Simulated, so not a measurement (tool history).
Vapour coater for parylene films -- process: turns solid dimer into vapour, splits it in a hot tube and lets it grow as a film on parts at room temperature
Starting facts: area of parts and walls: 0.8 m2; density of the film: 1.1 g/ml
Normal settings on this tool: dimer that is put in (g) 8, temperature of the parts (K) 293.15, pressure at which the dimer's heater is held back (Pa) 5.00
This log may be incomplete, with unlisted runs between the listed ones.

| run | day | dimer that is put in (g) | temperature of the parts (K) | pressure at which the dimer's heater is held back (Pa) | thickness of the film (nm) |
|---|---|---|---|---|---|
| 1 | 0.000 | 8 | 293.15 | 5.00 | 7080 |
| 2 | 1.742 | 8 | 293.15 | 5.00 | 7100 |
| 3 | 3.025 | 8 | 293.15 | 5.00 | 7100 |
| 4 | 4.242 | 8 | 293.15 | 5.00 | 7120 |
| 5 | 5.008 | 8 | 291.15 | 5.00 | 7540 |
| 6 | 6.388 | 8 | 293.15 | 5.00 | 7140 |
| 7 | 7.429 | 8 | 293.15 | 5.00 | 7060 |
| 8 | 8.554 | 8 | 293.15 | 5.00 | 6970 |
| 9 | 9.754 | 9 | 293.15 | 5.00 | 7930 |
|  | 10.079 | trap's valve overhauled |
| 10 | 11.333 | 9 | 293.15 | 5.00 | 7770 |
| 11 | 12.442 | 9 | 293.15 | 7.63 | 7400 |
|  | 13.567 | trap's valve overhauled, once more |
| 12 | 13.662 | 11 | 297.15 | 2.58 | 9530 |
| 13 | 14.546 | 11 | 297.15 | 2.58 | 9420 |

Predict the results of run 14:
| 14 | 16.017 | 3 | 293.15 | 4.59 | ? |

For run 14 the tool returned thickness of the film (nm) 2760.
Were there no unlogged condition in the tool, this run, its random variation unchanged, would have produced thickness of the film (nm) 2690.

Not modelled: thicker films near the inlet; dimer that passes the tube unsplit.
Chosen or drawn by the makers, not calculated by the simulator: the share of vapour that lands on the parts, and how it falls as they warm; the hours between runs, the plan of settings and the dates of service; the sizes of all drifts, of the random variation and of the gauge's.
